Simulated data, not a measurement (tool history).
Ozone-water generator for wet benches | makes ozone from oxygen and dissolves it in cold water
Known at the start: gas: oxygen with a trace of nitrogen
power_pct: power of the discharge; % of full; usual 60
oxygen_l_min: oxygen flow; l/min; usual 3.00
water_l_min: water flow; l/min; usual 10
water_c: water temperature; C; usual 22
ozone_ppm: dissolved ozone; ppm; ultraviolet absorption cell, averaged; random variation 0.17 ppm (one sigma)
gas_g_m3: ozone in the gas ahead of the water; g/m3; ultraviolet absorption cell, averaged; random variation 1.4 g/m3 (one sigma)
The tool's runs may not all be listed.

Run 1, hour 0.0: usual settings. Result: ozone_ppm 21.7 ppm, gas_g_m3 255.5 g/m3.
Run 2, hour 30.2: usual settings. Result: ozone_ppm 21.6 ppm, gas_g_m3 256.5 g/m3.
Run 3, hour 55.9: usual settings. Result: ozone_ppm 22.0 ppm, gas_g_m3 256.4 g/m3.
Run 4, hour 73.6: usual settings. Result: ozone_ppm 21.9 ppm, gas_g_m3 256.7 g/m3.
Run 5, hour 88.8: usual settings. Result: ozone_ppm 21.8 ppm, gas_g_m3 255.3 g/m3.
Run 6, hour 118.3: usual settings. Result: ozone_ppm 22.1 ppm, gas_g_m3 257.6 g/m3.
Run 7, hour 133.2: usual settings. Result: ozone_ppm 21.9 ppm, gas_g_m3 256.3 g/m3.
Run 8, hour 164.9: usual settings. Result: ozone_ppm 21.9 ppm, gas_g_m3 259.2 g/m3.
Run 9, hour 185.2: usual settings. Result: ozone_ppm 21.9 ppm, gas_g_m3 256.0 g/m3.
Run 10, hour 201.5: usual settings but oxygen_l_min 2.21 l/min. Result: ozone_ppm 22.0 ppm, gas_g_m3 303.7 g/m3.
Run 11, hour 227.7: usual settings but oxygen_l_min 2.57 l/min. Result: ozone_ppm 22.4 ppm, gas_g_m3 281.1 g/m3.
Run 12, hour 250.7: usual settings. Result: ozone_ppm 22.0 ppm, gas_g_m3 259.7 g/m3.
Run 13, hour 284.1: usual settings. Result: ozone_ppm 21.8 ppm, gas_g_m3 256.9 g/m3.
Run 14, hour 303.8: usual settings but power_pct 72 % of full. Result: ozone_ppm 24.3 ppm, gas_g_m3 283.4 g/m3.
Run 15, hour 319.3: usual settings. Result: ozone_ppm 22.1 ppm, gas_g_m3 257.4 g/m3.
Run 16, hour 349.7: usual settings. Result: ozone_ppm 22.2 ppm, gas_g_m3 257.9 g/m3.
Run 17, hour 376.8: usual settings. Result: ozone_ppm 21.7 ppm, gas_g_m3 256.5 g/m3.
Run 18, hour 393.4: usual settings but power_pct 56 % of full, oxygen_l_min 3.78 l/min, water_l_min 12 l/min, water_c 15 C. Result: ozone_ppm 19.7 ppm, gas_g_m3 218.2 g/m3.
Run 19, hour 426.2: usual settings but power_pct 56 % of full, oxygen_l_min 3.78 l/min, water_l_min 12 l/min, water_c 15 C. Result: ozone_ppm 19.8 ppm, gas_g_m3 217.4 g/m3.
Run 20, hour 457.9: usual settings but power_pct 90 % of full, oxygen_l_min 3.52 l/min, water_l_min 12 l/min, water_c 15 C. Result: ozone_ppm 25.6 ppm, gas_g_m3 297.5 g/m3.
Run 21, hour 483.0: usual settings but power_pct 90 % of full, oxygen_l_min 2.13 l/min, water_c 15 C. Result: ozone_ppm 30.0 ppm, gas_g_m3 391.4 g/m3.
Run 22, hour 506.0: usual settings but power_pct 90 % of full, oxygen_l_min 2.13 l/min, water_c 15 C. Result: ozone_ppm 30.0 ppm, gas_g_m3 396.1 g/m3.
Run 23, hour 529.6: usual settings but power_pct 56 % of full, oxygen_l_min 2.13 l/min, water_c 15 C. Result: ozone_ppm 23.7 ppm, gas_g_m3 304.7 g/m3.
Run 24, hour 563.0: usual settings but power_pct 45 % of full, water_c 27 C. Result: ozone_ppm 17.0 ppm, gas_g_m3 221.4 g/m3.
Run 25, hour 590.2: usual settings but power_pct 45 % of full, water_l_min 8 l/min, water_c 27 C. Result: ozone_ppm 20.3 ppm, gas_g_m3 220.4 g/m3.
Run 26, hour 617.6: usual settings but power_pct 57 % of full, oxygen_l_min 2.09 l/min. Result: ozone_ppm 21.4 ppm, gas_g_m3 310.1 g/m3.
Run 27, hour 645.4: usual settings but power_pct 51 % of full, oxygen_l_min 3.28 l/min, water_l_min 16 l/min, water_c 15 C. Result: ozone_ppm 13.9 ppm, gas_g_m3 228.3 g/m3.
Run 28, hour 665.8: usual settings but power_pct 51 % of full, oxygen_l_min 3.28 l/min, water_l_min 16 l/min, water_c 15 C. Result: ozone_ppm 14.0 ppm, gas_g_m3 228.3 g/m3.
Run 29, hour 689.6: usual settings but power_pct 94 % of full, oxygen_l_min 1.51 l/min, water_l_min 9 l/min, water_c 16 C. Result: ozone_ppm 33.2 ppm, gas_g_m3 491.2 g/m3.
Run 30, hour 717.2: usual settings but oxygen_l_min 3.01 l/min, water_c 21 C. Result: ozone_ppm 22.2 ppm, gas_g_m3 259.6 g/m3.
Run 31, hour 745.0: usual settings but oxygen_l_min 1.95 l/min, water_l_min 8 l/min. Result: ozone_ppm 27.5 ppm, gas_g_m3 330.2 g/m3.
Run 32, hour 767.0: usual settings but power_pct 88 % of full. Result: ozone_ppm 27.1 ppm, gas_g_m3 321.7 g/m3.
Run 33, hour 786.6: usual settings but power_pct 74 % of full, water_l_min 8 l/min. Result: ozone_ppm 29.2 ppm, gas_g_m3 295.2 g/m3.
Run 34, hour 815.2: usual settings but power_pct 74 % of full, oxygen_l_min 2.89 l/min, water_l_min 8 l/min. Result: ozone_ppm 29.9 ppm, gas_g_m3 303.4 g/m3.

The same runs without the tool's hidden state, with the same run-to-run variation:
The hidden state here: yield of the discharge, % of new electrodes'; contactor's efficiency, % of a clean one's; true water temperature over the reading, C; drift of the gauge itself on ozone_ppm, %; drift of the gauge itself on gas_g_m3, %.
run  gas_g_m3
  1     255.5
  2     256.3
  3     256.0
  4     256.1
  5     254.7
  6     256.7
  7     255.3
  8     257.9
  9     254.6
 10     302.0
 11     279.2
 12     257.8
 13     254.8
 14     280.9
 15     255.0
 16     255.2
 17     253.7
 18     215.7
 19     214.7
 20     293.5
 21     386.0
 22     390.3
 23     300.0
 24     217.8
 25     216.6
 26     304.6
 27     224.1
 28     223.9
 29     481.5
 30     254.3
 31     323.1
 32     314.6
 33     288.6
 34     296.3
ozone_ppm: within 0.1 ppm of the measured result in every run.

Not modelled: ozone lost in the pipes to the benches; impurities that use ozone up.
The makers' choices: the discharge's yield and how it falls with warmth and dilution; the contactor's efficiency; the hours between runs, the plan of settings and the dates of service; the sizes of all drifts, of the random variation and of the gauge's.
